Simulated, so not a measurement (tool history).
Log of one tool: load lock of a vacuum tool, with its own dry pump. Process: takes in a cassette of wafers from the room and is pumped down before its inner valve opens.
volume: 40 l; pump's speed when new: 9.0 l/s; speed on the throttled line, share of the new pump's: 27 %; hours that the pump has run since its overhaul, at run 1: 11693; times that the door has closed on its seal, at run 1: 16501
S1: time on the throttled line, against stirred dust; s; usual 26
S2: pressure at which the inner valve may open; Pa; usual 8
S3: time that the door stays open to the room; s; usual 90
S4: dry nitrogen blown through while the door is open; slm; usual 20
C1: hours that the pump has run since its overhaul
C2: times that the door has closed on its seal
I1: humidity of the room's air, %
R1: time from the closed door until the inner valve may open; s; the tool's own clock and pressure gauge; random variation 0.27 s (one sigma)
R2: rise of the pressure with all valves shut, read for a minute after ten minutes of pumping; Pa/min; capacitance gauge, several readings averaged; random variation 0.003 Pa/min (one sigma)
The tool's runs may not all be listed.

{"run": 1, "hour": 0.0, "S1": 26, "S2": 8, "S3": 90, "S4": 20, "C1": 11693, "C2": 16501, "I1": 43.5, "R1": 66.2, "R2": 0.057}
{"run": 2, "hour": 81.2, "S1": 26, "S2": 8, "S3": 90, "S4": 20, "C1": 11775, "C2": 16708, "I1": 44.9, "R1": 65.2, "R2": 0.057}
{"run": 3, "hour": 182.6, "S1": 26, "S2": 6, "S3": 90, "S4": 20, "C1": 11876, "C2": 16966, "I1": 47.9, "R1": 67.1, "R2": 0.056}
{"run": 4, "hour": 284.9, "S1": 26, "S2": 6, "S3": 90, "S4": 13, "C1": 11978, "C2": 17226, "I1": 43.6, "R1": 67.0, "R2": 0.07}
{"run": 5, "hour": 379.0, "S1": 26, "S2": 6, "S3": 90, "S4": 13, "C1": 12072, "C2": 17466, "I1": 47.8, "R1": 67.3, "R2": 0.067}
{"run": 6, "hour": 535.8, "S1": 26, "S2": 6, "S3": 90, "S4": 13, "C1": 12229, "C2": 17864, "I1": 41.9, "R1": 67.6, "R2": 0.067}
{"run": 7, "hour": 698.0, "S1": 26, "S2": 6, "S3": 90, "S4": 13, "C1": 12391, "C2": 18277, "I1": 45.0, "R1": 67.2, "R2": 0.065}
{"run": 8, "hour": 842.8, "S1": 26, "S2": 6, "S3": 90, "S4": 13, "C1": 12536, "C2": 18645, "I1": 45.1, "R1": 67.2, "R2": 0.069}
{"run": 9, "hour": 979.4, "S1": 26, "S2": 12, "S3": 90, "S4": 20, "C1": 12673, "C2": 18993, "I1": 46.7, "R1": 63.4, "R2": 0.062}
{"run": 10, "hour": 1136.0, "S1": 26, "S2": 8, "S3": 90, "S4": 9, "C1": 12829, "C2": 19391, "I1": 45.1, "R1": 65.6, "R2": 0.081}
{"run": 11, "hour": 1253.8, "S1": 26, "S2": 8, "S3": 90, "S4": 9, "C1": 12947, "C2": 19691, "I1": 45.6, "R1": 65.6, "R2": 0.074}
{"run": 12, "hour": 1385.9, "S1": 26, "S2": 7, "S3": 90, "S4": 20, "C1": 13079, "C2": 20027, "I1": 43.7, "R1": 66.6, "R2": 0.064}
{"run": 13, "hour": 1471.7, "S1": 26, "S2": 7, "S3": 90, "S4": 20, "C1": 13165, "C2": 20245, "I1": 43.7, "R1": 66.5, "R2": 0.062}
{"run": 14, "hour": 1616.6, "S1": 26, "S2": 7, "S3": 90, "S4": 20, "C1": 13310, "C2": 20614, "I1": 44.1, "R1": 67.1, "R2": 0.062}
{"run": 15, "hour": 1696.4, "S1": 26, "S2": 8, "S3": 90, "S4": 20, "C1": 13390, "C2": 20817, "I1": 48.5, "R1": 66.0, "R2": 0.066}
{"run": 16, "hour": 1773.9, "S1": 42, "S2": 8, "S3": 90, "S4": 30, "C1": 13467, "C2": 21014, "I1": 44.2, "R1": 77.4, "R2": 0.06}
{"run": 17, "hour": 1888.7, "S1": 26, "S2": 16, "S3": 77, "S4": 20, "C1": 13582, "C2": 21306, "I1": 46.5, "R1": 62.6, "R2": 0.07}
{"run": 18, "hour": 2019.8, "S1": 26, "S2": 8, "S3": 133, "S4": 20, "C1": 13713, "C2": 21639, "I1": 43.6, "R1": 65.9, "R2": 0.073}
{"run": 19, "hour": 2177.8, "S1": 36, "S2": 8, "S3": 90, "S4": 20, "C1": 13871, "C2": 22041, "I1": 45.3, "R1": 73.2, "R2": 0.068}
{"run": 20, "hour": 2272.3, "S1": 47, "S2": 11, "S3": 65, "S4": 5, "C1": 13966, "C2": 22282, "I1": 44.5, "R1": 79.0, "R2": 0.081}
{"run": 21, "hour": 2394.4, "S1": 47, "S2": 11, "S3": 65, "S4": 5, "C1": 14088, "C2": 22592, "I1": 42.0, "R1": 78.4, "R2": 0.088}
{"run": 22, "hour": 2544.0, "S1": 28, "S2": 8, "S3": 90, "S4": 20, "C1": 14237, "C2": 22973, "I1": 45.7, "R1": 68.2, "R2": 0.075}
{"run": 23, "hour": 2648.2, "S1": 28, "S2": 8, "S3": 90, "S4": 20, "C1": 14342, "C2": 23238, "I1": 45.8, "R1": 67.4, "R2": 0.076}
{"run": 24, "hour": 2801.0, "S1": 28, "S2": 8, "S3": 90, "S4": 20, "C1": 14494, "C2": 23627, "I1": 46.0, "R1": 67.4, "R2": 0.073}
{"run": 25, "hour": 2962.6, "S1": 28, "S2": 8, "S3": 90, "S4": 20, "C1": 14656, "C2": 24038, "I1": 45.3, "R1": 67.4, "R2": 0.073}
{"run": 26, "hour": 3052.6, "S1": 26, "S2": 8, "S3": 90, "S4": 4, "C1": 14746, "C2": 24267, "I1": 43.7, "R1": 66.4, "R2": 0.102}
{"run": 27, "hour": 3148.4, "S1": 24, "S2": 8, "S3": 90, "S4": 4, "C1": 14842, "C2": 24511, "I1": 42.1, "R1": 64.8, "R2": 0.095}
{"run": 28, "hour": 3228.6, "S1": 26, "S2": 14, "S3": 110, "S4": 20, "C1": 14922, "C2": 24715, "I1": 40.7, "R1": 63.7, "R2": 0.081}
{"hour": 3395.9, "done": "dry pump taken out, an overhauled one fitted"}
{"run": 29, "hour": 3395.9, "S1": 26, "S2": 8, "S3": 31, "S4": 18, "C1": 0, "C2": 25125, "I1": 42.1, "R1": 62.0, "R2": 0.066}
{"run": 30, "hour": 3530.4, "S1": 26, "S2": 8, "S3": 31, "S4": 18, "C1": 134, "C2": 25467, "I1": 47.6, "R1": 62.1, "R2": 0.072}

Measured less the same run without the tool's hidden state. The same run-to-run variation is in both; the gauge's scatter may not be:
The hidden state here: pump's speed, % of a new pump's; leak at the door's seal, Pa l/s; drift of the gauge itself on ready_s, %; drift of the gauge itself on rise_pa_min, %.
run=1 R1=+3.8 R2=+0.023
run=2 R1=+3.8 R2=+0.023
run=3 R1=+4.0 R2=+0.024
run=4 R1=+4.0 R2=+0.024
run=5 R1=+4.1 R2=+0.025
run=6 R1=+4.1 R2=+0.026
run=7 R1=+4.1 R2=+0.027
run=8 R1=+4.2 R2=+0.027
run=9 R1=+3.7 R2=+0.028
run=10 R1=+4.1 R2=+0.029
run=11 R1=+4.1 R2=+0.029
run=12 R1=+4.2 R2=+0.031
run=13 R1=+4.3 R2=+0.030
run=14 R1=+4.4 R2=+0.032
run=15 R1=+4.4 R2=+0.032
run=16 R1=+3.8 R2=+0.032
run=17 R1=+3.9 R2=+0.033
run=18 R1=+4.4 R2=+0.034
run=19 R1=+4.1 R2=+0.034
run=20 R1=+3.5 R2=+0.036
run=21 R1=+3.6 R2=+0.036
run=22 R1=+4.5 R2=+0.037
run=23 R1=+4.5 R2=+0.038
run=24 R1=+4.6 R2=+0.038
run=25 R1=+4.6 R2=+0.040
run=26 R1=+4.7 R2=+0.040
run=27 R1=+4.8 R2=+0.040
run=28 R1=+4.3 R2=+0.042
run=29 R1=+0.3 R2=+0.042
run=30 R1=+0.3 R2=+0.042
